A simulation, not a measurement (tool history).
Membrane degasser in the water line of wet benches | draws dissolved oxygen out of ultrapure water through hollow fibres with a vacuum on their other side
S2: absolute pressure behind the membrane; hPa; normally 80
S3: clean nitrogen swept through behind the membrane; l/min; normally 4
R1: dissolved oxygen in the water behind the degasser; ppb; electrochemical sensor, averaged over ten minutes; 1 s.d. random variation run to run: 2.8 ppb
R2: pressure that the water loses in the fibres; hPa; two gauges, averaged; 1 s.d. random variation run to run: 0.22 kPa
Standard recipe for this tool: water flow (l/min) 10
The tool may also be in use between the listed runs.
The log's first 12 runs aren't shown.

{"run": 13, "hour": 517.5, "water flow (l/min)": 10, "S2": 80, "S3": 1.88, "R1": 309.4, "R2": 548}
{"run": 14, "hour": 577.4, "water flow (l/min)": 10, "S2": 80, "S3": 4, "R1": 276.9, "R2": 548.5}
{"run": 15, "hour": 610.0, "water flow (l/min)": 10, "S2": 80, "S3": 4, "R1": 282, "R2": 547.4}
{"run": 16, "hour": 673.5, "water flow (l/min)": 10, "S2": 80, "S3": 4, "R1": 278.6, "R2": 549.9}
{"run": 17, "hour": 722.9, "water flow (l/min)": 10, "S2": 80, "S3": 7.88, "R1": 266.6, "R2": 551.9}
{"run": 18, "hour": 772.1, "water flow (l/min)": 9, "S2": 160.6, "S3": 3.48, "R1": 260.4, "R2": 490.6}
{"run": 19, "hour": 814.8, "water flow (l/min)": 11, "S2": 160.6, "S3": 10.16, "R1": 360.8, "R2": 605.2}
{"run": 20, "hour": 849.2, "water flow (l/min)": 14, "S2": 66.8, "S3": 9.05, "R1": 588.4, "R2": 772.9}
{"run": 21, "hour": 907.1, "water flow (l/min)": 14, "S2": 66.8, "S3": 9.05, "R1": 582.9, "R2": 769.5}
{"run": 22, "hour": 933.7, "water flow (l/min)": 8, "S2": 80, "S3": 2.6, "R1": 167.6, "R2": 438.4}
{"run": 23, "hour": 972.4, "water flow (l/min)": 16, "S2": 80, "S3": 9.58, "R1": 762.8, "R2": 875.6}
{"run": 24, "hour": 1034.3, "water flow (l/min)": 16, "S2": 80, "S3": 9.58, "R1": 761.1, "R2": 876.7}
{"run": 25, "hour": 1075.2, "water flow (l/min)": 6, "S2": 80, "S3": 4.65, "R1": 61.8, "R2": 329.5}
{"run": 26, "hour": 1106.8, "water flow (l/min)": 6, "S2": 80, "S3": 4.65, "R1": 60.6, "R2": 331.4}
{"run": 27, "hour": 1169.8, "water flow (l/min)": 6, "S2": 80, "S3": 4.65, "R1": 60.8, "R2": 330.1}
{"run": 28, "hour": 1233.3, "water flow (l/min)": 6, "S2": 80, "S3": 4.65, "R1": 62.6, "R2": 332.3}
{"run": 29, "hour": 1275.5, "water flow (l/min)": 6, "S2": 80, "S3": 4.65, "R1": 60.4, "R2": 332.2}
{"run": 30, "hour": 1317.9, "water flow (l/min)": 6, "S2": 192.7, "S3": 5.25, "R1": 91.8, "R2": 332.9}
{"run": 31, "hour": 1376.5, "water flow (l/min)": 6, "S2": 192.7, "S3": 5.25, "R1": 92, "R2": 331.6}

3 ways to go on from here, each from the tool as it stands after run 31. What would each give?
{"run": "A", "hour": 1424.7, "water flow (l/min)": 8, "S2": 91.7, "S3": 4.59, "R1": "?", "R2": "?"}
{"run": "B", "hour": 1424.7, "water flow (l/min)": 6, "S2": 101.3, "S3": 3.02, "R1": "?", "R2": "?"}
{"run": "C", "hour": 1424.7, "water flow (l/min)": 7, "S2": 192.7, "S3": 5.25, "R1": "?", "R2": "?"}

run=A R1=154.5 R2=436.4
run=B R1=80.7 R2=332.3
run=C R1=137.8 R2=388.1
Take away the tool's hidden state, keep each run's random variation, and the runs would have read:
run=A R1=151.3 R2=434.1
run=B R1=78.7 R2=330.6
run=C R1=135.1 R2=386.1

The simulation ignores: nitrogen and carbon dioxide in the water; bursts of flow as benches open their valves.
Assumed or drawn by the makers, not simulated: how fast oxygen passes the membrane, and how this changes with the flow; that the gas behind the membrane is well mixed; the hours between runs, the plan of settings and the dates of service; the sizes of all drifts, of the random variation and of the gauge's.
